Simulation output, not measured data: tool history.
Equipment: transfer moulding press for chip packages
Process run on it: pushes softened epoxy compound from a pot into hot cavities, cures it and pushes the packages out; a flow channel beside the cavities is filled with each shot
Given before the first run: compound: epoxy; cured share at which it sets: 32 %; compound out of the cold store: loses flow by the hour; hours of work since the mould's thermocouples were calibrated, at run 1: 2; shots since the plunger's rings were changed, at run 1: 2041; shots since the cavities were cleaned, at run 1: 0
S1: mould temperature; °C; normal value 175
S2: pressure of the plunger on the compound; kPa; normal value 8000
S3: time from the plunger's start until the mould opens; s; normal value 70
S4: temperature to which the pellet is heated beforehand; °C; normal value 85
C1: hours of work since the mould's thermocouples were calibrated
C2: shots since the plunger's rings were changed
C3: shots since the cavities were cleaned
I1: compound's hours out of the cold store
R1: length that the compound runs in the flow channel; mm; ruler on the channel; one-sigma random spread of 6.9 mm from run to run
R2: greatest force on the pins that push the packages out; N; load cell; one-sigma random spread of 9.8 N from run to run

run   hour   S1    S2  S3  S4   C1    C2   C3    I1   R1    R2
  1      0  175  8000  70  85    2  2041    0  43.8  661   417
      51.1  -- cavities cleaned with cleaning compound and waxed
      99.9  -- cavities cleaned with cleaning compound and waxed
  2   99.9  174  8000  70  85   60  3481    0  34.7  682   474
     151.2  -- cavities cleaned with cleaning compound and waxed
  3  184.8  175  8000  70  85  109  4719  499  27.7  678   859
     200.8  -- cavities cleaned with cleaning compound and waxed
  4  231.4  175  8000  70  85  136  5389  455  37.7  637   782
     250.5  -- cavities cleaned with cleaning compound and waxed
     267.5  -- plunger's sealing rings changed
  5  279.5  175  8000  70  85  162   178  395  12.8  775   771
       300  -- cavities cleaned with cleaning compound and waxed
  6  332.3  175  8000  70  85  192   939  479   8.8  787   833
     347.6  -- cavities cleaned with cleaning compound and waxed
  7  379.9  175  8000  70  85  220  1625  480  30.6  693   837
       395  -- cavities cleaned with cleaning compound and waxed
     448.8  -- cavities cleaned with cleaning compound and waxed
  8  464.4  181  8000  52  85  268  2836  232    10  746  1025
     500.3  -- cavities cleaned with cleaning compound and waxed
     542.9  -- mould's thermocouples calibrated
     550.8  -- cavities cleaned with cleaning compound and waxed
  9  553.9  175  9310  70  83    6  4090   45  34.6  707   509
     601.6  -- cavities cleaned with cleaning compound and waxed
 10  603.6  176  8610  70  83   34  4807   31  20.4  736   463
 11  646.8  175  8000  75  79   60  5448  672    25  678   768
     655.1  -- cavities cleaned with cleaning compound and waxed
     677.9  -- plunger's sealing rings changed
     707.2  -- cavities cleaned with cleaning compound and waxed
 12    738  183  8000  70  85  111   870  457  38.5  668   623
       756  -- cavities cleaned with cleaning compound and waxed
     807.6  -- cavities cleaned with cleaning compound and waxed
 13  816.5  183  8880  70  85  155  1992  133  17.5  753   442

Measured less the same run without the tool's hidden state. The same run-to-run variation is in both; the gauge's scatter may not be:
The tool's hidden condition here consists of: true mould temperature over the reading, C; pressure that reaches the compound, % of what is set; grip of the stained cavities, % over clean ones'; drift of the gauge itself on flow_mm, %; drift of the gauge itself on push_out_n, %.
run   R1    R2
  1  -21    +4
  2  -38    +7
  3  -51  +403
  4  -55  +362
  5   -3  +337
  6  -13  +387
  7  -18  +393
  8  -34  +356
  9  -46   +69
 10  -56   +43
 11  -60  +386
 12  -11  +281
 13  -26  +108
